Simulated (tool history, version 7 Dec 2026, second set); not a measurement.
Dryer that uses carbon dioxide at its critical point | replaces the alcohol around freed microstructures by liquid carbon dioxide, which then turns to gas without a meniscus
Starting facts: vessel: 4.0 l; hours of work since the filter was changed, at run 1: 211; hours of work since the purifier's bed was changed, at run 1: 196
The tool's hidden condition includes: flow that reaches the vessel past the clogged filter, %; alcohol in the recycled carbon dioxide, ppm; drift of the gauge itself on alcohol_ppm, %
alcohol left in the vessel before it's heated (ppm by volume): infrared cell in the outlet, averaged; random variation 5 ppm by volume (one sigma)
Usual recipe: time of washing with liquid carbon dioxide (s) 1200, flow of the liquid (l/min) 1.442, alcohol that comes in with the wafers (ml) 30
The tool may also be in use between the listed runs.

run   hour  time of washing with liquid carbon dioxide (s)  flow of the liquid (l/min)  alcohol that comes in with the wafers (ml)  hours of work since the filter was changed  hours of work since the purifier's bed was changed  alcohol left in the vessel before it's heated (ppm by volume)
  1      0                                            1200                       1.442                                          30                                         211                                                 196                                                             89
  2   16.2                                            1200                       1.442                                          30                                         219                                                 204                                                             81
  3   38.1                                            1200                       1.442                                          30                                         230                                                 215                                                             94
  4   52.5                                            1200                       1.442                                          30                                         237                                                 222                                                             92
  5   65.3                                            1200                       1.442                                          30                                         243                                                 228                                                            101
  6   85.2                                            1200                       1.442                                          30                                         253                                                 238                                                            102
  7  105.7                                            1200                       1.442                                          40                                         263                                                 248                                                            114
  8  125.6                                            1740                       1.442                                          30                                         273                                                 258                                                             78
  9  135.9                                            1740                       1.442                                          23                                         278                                                 263                                                             74
 10  147.6                                            1740                       1.442                                          23                                         284                                                 269                                                             73
 11    163                                            1740                       1.442                                          23                                         291                                                 276                                                             85
 12  180.4                                            1200                        1.31                                          30                                         300                                                 285                                                            134
 13  195.6                                            1260                         1.3                                          27                                         308                                                 293                                                            111
 14  205.2                                            1740                         1.3                                          32                                         312                                                 297                                                             87
 15  225.6                                            1740                         1.3                                          32                                         322                                                 307                                                             87
 16  237.9                                             960                        0.94                                          32                                         329                                                 314                                                            544
 17  258.2                                             960                        0.94                                          32                                         339                                                 324                                                            536

Forecast each of these 3 alternatives for the next run:
  A   268                                            1200                        1.24                                          30                                         343                                                 328                                                              ?
  B   268                                            1200                           2                                          80                                         343                                                 328                                                              ?
  C   268                                            1200                        0.99                                          31                                         343                                                 328                                                              ?

run  alcohol left in the vessel before it's heated (ppm by volume)
  A                                                            165
  B                                                            110
  C                                                            267
Without the tool's unlogged condition, the same runs would have read:
run  alcohol left in the vessel before it's heated (ppm by volume)
  A                                                             60
  B                                                             19
  C                                                            145

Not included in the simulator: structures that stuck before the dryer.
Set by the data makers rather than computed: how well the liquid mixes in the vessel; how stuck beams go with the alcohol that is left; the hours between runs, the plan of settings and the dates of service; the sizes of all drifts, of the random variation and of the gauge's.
